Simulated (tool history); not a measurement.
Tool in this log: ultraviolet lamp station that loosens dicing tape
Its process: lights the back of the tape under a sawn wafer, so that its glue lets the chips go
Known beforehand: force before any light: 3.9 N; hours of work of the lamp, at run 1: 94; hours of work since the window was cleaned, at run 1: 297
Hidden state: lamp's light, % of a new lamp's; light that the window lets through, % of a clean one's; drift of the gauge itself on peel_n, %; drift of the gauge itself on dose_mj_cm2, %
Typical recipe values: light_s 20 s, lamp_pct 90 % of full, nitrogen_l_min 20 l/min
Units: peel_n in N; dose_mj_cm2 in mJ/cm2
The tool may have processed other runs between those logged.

| run | day | light_s | lamp_pct | nitrogen_l_min | hours of work of the lamp | hours of work since the window was cleaned | peel_n | dose_mj_cm2 |
|---|---|---|---|---|---|---|---|---|
| 1 | 0 | 20 | 90 | 20 | 94 | 297 | 0.532 | 579 |
| 2 | 0.412 | 20 | 90 | 20 | 99 | 301 | 0.526 | 576 |
| 3 | 0.933 | 36 | 90 | 20 | 104 | 307 | 0.287 | 1040 |
| 4 | 1.308 | 36 | 90 | 20 | 108 | 311 | 0.261 | 1038 |
| 5 | 1.688 | 36 | 90 | 20 | 112 | 315 | 0.265 | 1031 |
| 6 | 2.321 | 36 | 90 | 20 | 119 | 321 | 0.276 | 1031 |
| 7 | 2.604 | 20 | 90 | 20 | 122 | 324 | 0.523 | 574 |
| 8 | 2.888 | 20 | 90 | 20 | 125 | 327 | 0.529 | 572 |
|  | 3.096 | window cleaned of glue's vapour |
| 9 | 3.325 | 20 | 90 | 10 | 129 | 2 | 0.584 | 643 |
| 10 | 3.604 | 20 | 90 | 20 | 132 | 5 | 0.449 | 637 |
| 11 | 4.212 | 20 | 90 | 20 | 138 | 12 | 0.471 | 641 |
| 12 | 4.692 | 20 | 90 | 20 | 144 | 17 | 0.462 | 635 |
| 13 | 5.3 | 20 | 90 | 20 | 150 | 23 | 0.444 | 627 |
| 14 | 5.917 | 20 | 90 | 6 | 156 | 30 | 0.733 | 637 |
| 15 | 6.179 | 20 | 81 | 6 | 159 | 33 | 0.845 | 569 |
| 16 | 6.558 | 20 | 82 | 6 | 163 | 37 | 0.849 | 569 |
| 17 | 7.008 | 20 | 90 | 8 | 168 | 41 | 0.678 | 630 |
| 18 | 7.304 | 20 | 90 | 8 | 171 | 44 | 0.664 | 632 |
| 19 | 7.75 | 20 | 94 | 24 | 176 | 49 | 0.415 | 653 |
| 20 | 8.229 | 20 | 94 | 24 | 181 | 54 | 0.412 | 654 |
| 21 | 8.85 | 20 | 94 | 24 | 187 | 61 | 0.414 | 641 |
| 22 | 9.433 | 20 | 94 | 24 | 194 | 67 | 0.409 | 648 |
| 23 | 9.833 | 10 | 94 | 24 | 198 | 71 | 1.081 | 326 |
| 24 | 10.429 | 10 | 94 | 24 | 204 | 77 | 1.039 | 323 |
| 25 | 11.038 | 10 | 94 | 24 | 210 | 84 | 1.097 | 319 |
| 26 | 11.512 | 10 | 94 | 24 | 215 | 89 | 1.1 | 319 |
| 27 | 11.912 | 10 | 78 | 13 | 220 | 93 | 1.54 | 264 |
| 28 | 12.204 | 24 | 90 | 17 | 223 | 96 | 0.414 | 723 |
| 29 | 12.546 | 27 | 71 | 20 | 226 | 100 | 0.463 | 639 |
| 30 | 12.821 | 20 | 90 | 24 | 229 | 103 | 0.483 | 609 |
| 31 | 13.288 | 29 | 83 | 20 | 234 | 108 | 0.326 | 817 |
| 32 | 13.592 | 20 | 82 | 16 | 237 | 111 | 0.617 | 550 |
| 33 | 14.088 | 20 | 82 | 16 | 243 | 116 | 0.63 | 549 |
| 34 | 14.708 | 14 | 90 | 39 | 249 | 122 | 0.688 | 417 |

Consider 4 possible next runs. They are alternatives, not a sequence: every one starts from the tool as it was left by run 34. What does each give?
| A | 15.258 | 20 | 81 | 20 | 255 | 128 | ? | ? |
| B | 15.258 | 16 | 67 | 10 | 255 | 128 | ? | ? |
| C | 15.258 | 24 | 90 | 30 | 255 | 128 | ? | ? |
| D | 15.258 | 14 | 66 | 13 | 255 | 128 | ? | ? |

| run | peel_n | dose_mj_cm2 |
|---|---|---|
| A | 0.57 | 529 |
| B | 1.279 | 353 |
| C | 0.358 | 719 |
| D | 1.313 | 303 |
The same runs, with their run-to-run variation unchanged, on a tool lacking any hidden condition would have given:
| run | peel_n | dose_mj_cm2 |
|---|---|---|
| A | 0.49 | 590 |
| B | 1.136 | 393 |
| C | 0.32 | 802 |
| D | 1.172 | 338 |

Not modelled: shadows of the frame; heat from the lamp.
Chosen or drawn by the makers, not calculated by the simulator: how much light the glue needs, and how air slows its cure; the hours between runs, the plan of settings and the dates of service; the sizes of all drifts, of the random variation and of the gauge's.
